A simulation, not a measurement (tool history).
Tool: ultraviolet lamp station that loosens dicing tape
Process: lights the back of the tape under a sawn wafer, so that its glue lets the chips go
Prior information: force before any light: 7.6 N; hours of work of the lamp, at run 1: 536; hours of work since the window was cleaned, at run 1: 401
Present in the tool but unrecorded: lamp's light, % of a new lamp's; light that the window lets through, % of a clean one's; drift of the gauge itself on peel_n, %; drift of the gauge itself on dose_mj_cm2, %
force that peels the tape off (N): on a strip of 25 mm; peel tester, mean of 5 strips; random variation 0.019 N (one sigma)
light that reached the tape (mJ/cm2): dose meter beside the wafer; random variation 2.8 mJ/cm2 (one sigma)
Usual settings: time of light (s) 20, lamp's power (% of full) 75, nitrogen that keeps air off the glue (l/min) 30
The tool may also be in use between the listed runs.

run    hour  time of light (s)  lamp's power (% of full)  nitrogen that keeps air off the glue (l/min)  hours of work of the lamp  hours of work since the window was cleaned  force that peels the tape off (N)  light that reached the tape (mJ/cm2)
  1       0                 20                        75                                            30                        536                                         401                               0.95                                   382
  2    80.4                 20                        75                                            30                        578                                         444                              0.961                                   380
  3   174.5                 20                        75                                            30                        628                                         494                              0.951                                   378
  4   221.2                 20                        75                                            30                        653                                         518                              0.954                                   382
  5   290.8                 13                        75                                            30                        690                                         555                              1.816                                   250
  6   373.3                 20                        75                                            30                        733                                         599                              0.925                                   381
  7   452.5                 20                        75                                            30                        775                                         641                              0.991                                   378
  8   521.4                 20                        75                                            30                        812                                         677                              0.926                                   379
      540.3  -- window cleaned of glue's vapour
  9   621.5                 20                        75                                            30                        864                                          43                              0.906                                   379
 10   683.5                 20                        75                                            30                        897                                          76                              0.911                                   383
 11   785.5                 20                        75                                            36                        951                                         130                              0.856                                   377
 12   859.7                 20                        75                                            30                        991                                         169                               0.95                                   377
 13   958.9                 20                        75                                            30                       1043                                         222                              0.955                                   381
 14    1061                 14                        86                                            44                       1097                                         276                              1.148                                   307
 15  1120.8                 14                        86                                            44                       1129                                         307                              1.155                                   307

The next listed run, before its measurement:
 16  1167.8                 20                        79                                            46                       1154                                         332                                  ?                                     ?

For run 16 the tool returned force that peels the tape off (N) 0.669, light that reached the tape (mJ/cm2) 401.
Minus the tool's unlogged condition, the same run would have read force that peels the tape off (N) 0.666, light that reached the tape (mJ/cm2) 402.
